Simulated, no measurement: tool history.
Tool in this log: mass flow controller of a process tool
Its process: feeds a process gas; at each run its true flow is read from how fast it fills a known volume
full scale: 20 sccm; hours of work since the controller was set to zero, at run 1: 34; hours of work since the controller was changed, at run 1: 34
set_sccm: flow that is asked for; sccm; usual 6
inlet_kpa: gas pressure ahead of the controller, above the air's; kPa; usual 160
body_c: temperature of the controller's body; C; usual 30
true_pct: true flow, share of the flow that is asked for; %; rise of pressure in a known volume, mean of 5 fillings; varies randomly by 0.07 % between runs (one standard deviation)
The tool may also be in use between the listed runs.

| run | hour | set_sccm | inlet_kpa | body_c | hours of work since the controller was set to zero | hours of work since the controller was changed | true_pct |
|---|---|---|---|---|---|---|---|
| 1 | 0.0 | 6 | 160 | 30 | 34 | 34 | 98.39 |
| 2 | 99.5 | 6 | 160 | 30 | 109 | 109 | 98.31 |
| 3 | 201.7 | 6 | 160 | 30 | 186 | 186 | 98.30 |
| 4 | 292.3 | 6 | 160 | 30 | 254 | 254 | 98.17 |
| 5 | 345.9 | 6 | 160 | 30 | 295 | 295 | 98.00 |
| 6 | 447.1 | 12 | 160 | 30 | 371 | 371 | 98.85 |
| 7 | 559.0 | 6 | 160 | 30 | 455 | 455 | 97.99 |
| 8 | 655.5 | 6 | 160 | 30 | 528 | 528 | 97.87 |
| 9 | 710.1 | 6 | 160 | 34 | 570 | 570 | 97.96 |
| 10 | 813.9 | 6 | 160 | 34 | 648 | 648 | 97.80 |
| 11 | 903.2 | 6 | 160 | 34 | 715 | 715 | 97.76 |
| 12 | 967.8 | 6 | 160 | 34 | 764 | 764 | 97.50 |
| 13 | 1086.6 | 6 | 160 | 34 | 854 | 854 | 97.49 |
| 14 | 1177.7 | 6 | 160 | 23 | 922 | 922 | 97.28 |
| 15 | 1228.4 | 6 | 160 | 23 | 961 | 961 | 97.05 |
| 16 | 1309.5 | 4 | 247 | 21 | 1022 | 1022 | 96.33 |
| 17 | 1384.4 | 12 | 266 | 38 | 1078 | 1078 | 97.62 |
| 18 | 1479.7 | 12 | 266 | 38 | 1150 | 1150 | 97.48 |
| 19 | 1601.1 | 4 | 159 | 31 | 1242 | 1242 | 96.86 |
| 20 | 1704.6 | 4 | 159 | 30 | 1320 | 1320 | 96.67 |
| 21 | 1815.2 | 4 | 159 | 30 | 1403 | 1403 | 96.49 |
| 22 | 1934.5 | 4 | 159 | 30 | 1493 | 1493 | 96.42 |
| 23 | 2026.4 | 4 | 159 | 39 | 1563 | 1563 | 96.64 |
| 24 | 2114.0 | 14 | 182 | 23 | 1629 | 1629 | 97.46 |
| 25 | 2199.1 | 14 | 230 | 23 | 1693 | 1693 | 97.00 |
| 26 | 2276.3 | 6 | 192 | 37 | 1751 | 1751 | 96.33 |
| 27 | 2394.7 | 6 | 192 | 37 | 1841 | 1841 | 96.34 |
| 28 | 2510.9 | 6 | 148 | 37 | 1928 | 1928 | 96.53 |

Forecast each of these 3 alternatives for the next run:
| A | 2599.2 | 6 | 171 | 37 | 1995 | 1995 | ? |
| B | 2599.2 | 3 | 275 | 24 | 1995 | 1995 | ? |
| C | 2599.2 | 13 | 144 | 27 | 1995 | 1995 | ? |

| run | true_pct |
|---|---|
| A | 96.16 |
| B | 94.88 |
| C | 97.05 |
Without the tool's hidden state the same runs would have given:
| run | true_pct |
|---|---|
| A | 98.43 |
| B | 97.12 |
| C | 99.32 |
